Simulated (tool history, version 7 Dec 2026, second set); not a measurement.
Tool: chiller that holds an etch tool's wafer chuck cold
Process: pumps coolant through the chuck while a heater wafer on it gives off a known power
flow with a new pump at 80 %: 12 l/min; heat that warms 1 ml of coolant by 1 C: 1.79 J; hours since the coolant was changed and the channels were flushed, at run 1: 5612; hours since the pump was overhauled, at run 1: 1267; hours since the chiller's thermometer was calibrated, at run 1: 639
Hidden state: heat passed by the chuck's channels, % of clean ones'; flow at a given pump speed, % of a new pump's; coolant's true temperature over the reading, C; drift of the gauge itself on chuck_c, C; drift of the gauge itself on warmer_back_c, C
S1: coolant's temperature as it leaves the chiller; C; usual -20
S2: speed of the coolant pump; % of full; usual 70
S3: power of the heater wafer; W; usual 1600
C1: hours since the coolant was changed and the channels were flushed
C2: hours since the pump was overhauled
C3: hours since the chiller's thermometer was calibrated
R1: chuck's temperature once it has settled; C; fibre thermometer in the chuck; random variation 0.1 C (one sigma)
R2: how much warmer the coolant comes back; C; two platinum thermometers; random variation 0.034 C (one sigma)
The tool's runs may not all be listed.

{"run": 1, "day": 0.0, "S1": -20, "S2": 70, "S3": 1600, "C1": 5612, "C2": 1267, "C3": 639, "R1": -9.1, "R2": 5.17}
{"run": 2, "day": 1.033, "S1": -13, "S2": 70, "S3": 1600, "C1": 5637, "C2": 1292, "C3": 664, "R1": -2.2, "R2": 5.08}
{"run": 3, "day": 2.704, "S1": -20, "S2": 83, "S3": 1600, "C1": 5677, "C2": 1332, "C3": 704, "R1": -10.3, "R2": 4.28}
{"run": 4, "day": 3.842, "S1": -20, "S2": 93, "S3": 1600, "C1": 5705, "C2": 1359, "C3": 732, "R1": -11.1, "R2": 3.81}
{"run": 5, "day": 4.975, "S1": -16, "S2": 70, "S3": 1600, "C1": 5732, "C2": 1386, "C3": 759, "R1": -5.2, "R2": 5.12}
{"run": 6, "day": 6.629, "S1": -16, "S2": 70, "S3": 1600, "C1": 5772, "C2": 1426, "C3": 799, "R1": -4.9, "R2": 5.07}
{"run": 7, "day": 7.692, "S1": -25, "S2": 70, "S3": 1600, "C1": 5797, "C2": 1451, "C3": 824, "R1": -14.1, "R2": 5.04}
{"run": 8, "day": 8.971, "S1": -25, "S2": 70, "S3": 1158, "C1": 5828, "C2": 1482, "C3": 855, "R1": -17.1, "R2": 3.67}
{"run": 9, "day": 9.817, "S1": -25, "S2": 70, "S3": 1158, "C1": 5848, "C2": 1502, "C3": 875, "R1": -17.1, "R2": 3.62}
{"run": 10, "day": 11.15, "S1": -25, "S2": 70, "S3": 1158, "C1": 5880, "C2": 1534, "C3": 907, "R1": -16.9, "R2": 3.65}
{"run": 11, "day": 12.775, "S1": -25, "S2": 70, "S3": 1158, "C1": 5919, "C2": 1573, "C3": 946, "R1": -17.2, "R2": 3.62}
{"run": 12, "day": 14.096, "S1": -25, "S2": 70, "S3": 1158, "C1": 5951, "C2": 1605, "C3": 978, "R1": -17.3, "R2": 3.61}
{"run": 13, "day": 15.646, "S1": -25, "S2": 70, "S3": 1158, "C1": 5988, "C2": 1642, "C3": 1015, "R1": -17.1, "R2": 3.56}
{"run": 14, "day": 17.075, "S1": -25, "S2": 70, "S3": 1158, "C1": 6022, "C2": 1677, "C3": 1049, "R1": -17.1, "R2": 3.52}
{"run": 15, "day": 18.812, "S1": -29, "S2": 70, "S3": 1600, "C1": 6064, "C2": 1718, "C3": 1091, "R1": -17.8, "R2": 5}
{"run": 16, "day": 20.475, "S1": -29, "S2": 70, "S3": 1600, "C1": 6104, "C2": 1758, "C3": 1131, "R1": -18.1, "R2": 4.95}
{"run": 17, "day": 21.546, "S1": -13, "S2": 69, "S3": 1441, "C1": 6129, "C2": 1784, "C3": 1156, "R1": -3, "R2": 4.5}
{"run": 18, "day": 22.329, "S1": -13, "S2": 69, "S3": 1441, "C1": 6148, "C2": 1803, "C3": 1175, "R1": -3.1, "R2": 4.43}
{"run": 19, "day": 23.533, "S1": -13, "S2": 69, "S3": 1441, "C1": 6177, "C2": 1832, "C3": 1204, "R1": -2.9, "R2": 4.47}
{"day": 24.517, "done": "coolant changed, channels flushed"}
{"run": 20, "day": 25.238, "S1": -11, "S2": 72, "S3": 1600, "C1": 17, "C2": 1866, "C3": 1239, "R1": -0.2, "R2": 4.84}
{"run": 21, "day": 26.45, "S1": -16, "S2": 61, "S3": 2096, "C1": 46, "C2": 1896, "C3": 1268, "R1": -0.4, "R2": 7.52}
{"run": 22, "day": 27.496, "S1": -16, "S2": 61, "S3": 2096, "C1": 71, "C2": 1921, "C3": 1293, "R1": -0.4, "R2": 7.53}
{"run": 23, "day": 28.2, "S1": -13, "S2": 62, "S3": 1499, "C1": 88, "C2": 1938, "C3": 1310, "R1": -2, "R2": 5.25}
{"run": 24, "day": 28.975, "S1": -13, "S2": 62, "S3": 1499, "C1": 107, "C2": 1956, "C3": 1329, "R1": -1.9, "R2": 5.23}
{"run": 25, "day": 30.092, "S1": -23, "S2": 86, "S3": 1195, "C1": 134, "C2": 1983, "C3": 1356, "R1": -16, "R2": 2.81}

Run 26 comes next. What will it give?
{"run": 26, "day": 31.138, "S1": -23, "S2": 86, "S3": 1195, "C1": 159, "C2": 2008, "C3": 1381, "R1": "?", "R2": "?"}

Run 26 gave R1 -15.9 C, R2 2.84 C.
Without the tool's hidden state the same run would have given R1 -15.9 C, R2 3.09 C.
